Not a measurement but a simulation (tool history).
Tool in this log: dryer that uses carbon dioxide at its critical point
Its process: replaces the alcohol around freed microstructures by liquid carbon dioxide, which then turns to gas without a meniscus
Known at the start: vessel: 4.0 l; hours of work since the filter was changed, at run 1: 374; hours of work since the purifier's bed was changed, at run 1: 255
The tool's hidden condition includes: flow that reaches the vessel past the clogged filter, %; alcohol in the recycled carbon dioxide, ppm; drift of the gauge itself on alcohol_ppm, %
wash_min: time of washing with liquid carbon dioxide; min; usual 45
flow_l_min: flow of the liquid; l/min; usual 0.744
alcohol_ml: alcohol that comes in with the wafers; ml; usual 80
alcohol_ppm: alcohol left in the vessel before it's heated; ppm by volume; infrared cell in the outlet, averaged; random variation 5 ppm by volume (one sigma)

run   hour  wash_min  flow_l_min  alcohol_ml  hours of work since the filter was changed  hours of work since the purifier's bed was changed  alcohol_ppm
  1      0        45       0.744          80                                         374                                                 255          181
  2    7.3        45       0.744          80                                         379                                                 260          187
  3   19.8        45       0.744          80                                         388                                                 269          206
  4   28.9        45       0.744          68                                         395                                                 276          185
  5   42.3        45       0.744          68                                         404                                                 285          212
  6   56.4        45       0.744          68                                         414                                                 296          203
  7   71.8        45       0.744          68                                         426                                                 307          219
      76.6  -- inlet filter changed
  8   81.9        45       0.744          68                                           4                                                 313          196
  9   90.9        45       0.744          68                                          10                                                 320          181
 10  105.8        45       0.744          68                                          21                                                 331          196
 11    116        45       1.226          68                                          28                                                 338          176
 12  128.4        45       0.744          80                                          37                                                 347          206
 13    142        33       0.744          80                                          47                                                 357          346
 14  149.8        45       0.744         109                                          53                                                 362          224
 15  166.8        56       0.744          80                                          65                                                 375          201
 16  183.3        56       0.744          80                                          77                                                 387          214
 17    194        56       0.744          80                                          85                                                 394          218
 18  204.1        51       0.744          30                                          92                                                 401          217
 19    216        51       0.744          30                                         101                                                 410          205
 20  223.3        51       0.744          30                                         106                                                 415          222
 21  231.8        45       1.112          80                                         112                                                 421          226
 22  244.7        58        0.45          42                                         121                                                 431          302

What does the tool deliver on the next run?
 23  260.3        64       0.744          67                                         133                                                 442            ?

Run 23 measured alcohol_ppm 229 ppm by volume.
The same run, on a tool lacking any hidden state, would have yielded alcohol_ppm 0 ppm by volume.
